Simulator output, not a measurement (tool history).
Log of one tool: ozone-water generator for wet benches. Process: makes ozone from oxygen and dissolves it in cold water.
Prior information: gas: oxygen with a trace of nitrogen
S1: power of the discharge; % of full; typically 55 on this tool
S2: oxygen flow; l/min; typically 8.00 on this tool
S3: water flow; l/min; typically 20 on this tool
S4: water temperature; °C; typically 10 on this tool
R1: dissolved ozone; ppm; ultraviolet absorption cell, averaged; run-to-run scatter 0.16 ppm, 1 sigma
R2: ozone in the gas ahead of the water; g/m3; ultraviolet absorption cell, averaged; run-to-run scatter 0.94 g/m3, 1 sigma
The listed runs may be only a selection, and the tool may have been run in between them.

Run 1, hour 0.0: usual settings. Result: R1 20.1 ppm, R2 159.3 g/m3.
Run 2, hour 58.5: usual settings. Result: R1 19.6 ppm, R2 159.7 g/m3.
Run 3, hour 163.9: usual settings. Result: R1 19.5 ppm, R2 158.9 g/m3.
Run 4, hour 245.2: usual settings. Result: R1 19.8 ppm, R2 158.5 g/m3.
Run 5, hour 292.8: usual settings but S2 5.64 l/min. Result: R1 19.2 ppm, R2 186.2 g/m3.
Run 6, hour 395.3: usual settings but S2 5.64 l/min. Result: R1 19.1 ppm, R2 184.4 g/m3.
Run 7, hour 492.1: usual settings. Result: R1 20.0 ppm, R2 158.5 g/m3.
Run 8, hour 574.2: usual settings but S1 51 % of full, S2 6.58 l/min. Result: R1 18.6 ppm, R2 163.8 g/m3.
Run 9, hour 641.1: usual settings but S1 61 % of full, S3 15 l/min. Result: R1 26.4 ppm, R2 167.7 g/m3.
Run 10, hour 726.9: usual settings but S1 63 % of full, S2 8.79 l/min, S3 15 l/min, S4 6 °C. Result: R1 28.8 ppm, R2 165.8 g/m3.
Run 11, hour 814.8: usual settings but S1 65 % of full, S2 8.88 l/min. Result: R1 22.5 ppm, R2 166.6 g/m3.
Run 12, hour 868.9: usual settings but S1 41 % of full, S3 28 l/min, S4 14 °C. Result: R1 11.9 ppm, R2 126.4 g/m3.
Run 13, hour 971.6: usual settings but S1 41 % of full, S3 13 l/min, S4 17 °C. Result: R1 19.0 ppm, R2 126.6 g/m3.

Hidden state or all else? Some run-to-run changes of R2, split into what the settings, what came in and random variation would give without the hidden state, and what is left for the hidden state (with any gauge scatter that isn't in both results):
Hidden state present: yield of the discharge, % of new electrodes'; contactor's efficiency, % of a clean one's; true water temperature over the reading, C; drift of the gauge itself on ozone_ppm, %; drift of the gauge itself on gas_g_m3, %.
Run 11 -> 12: S1 65 -> 41, S2 8.88 -> 8.00, S3 20 -> 28, S4 10 -> 14. R2 -40.2 g/m3: hidden state +0.6, all else -40.8.
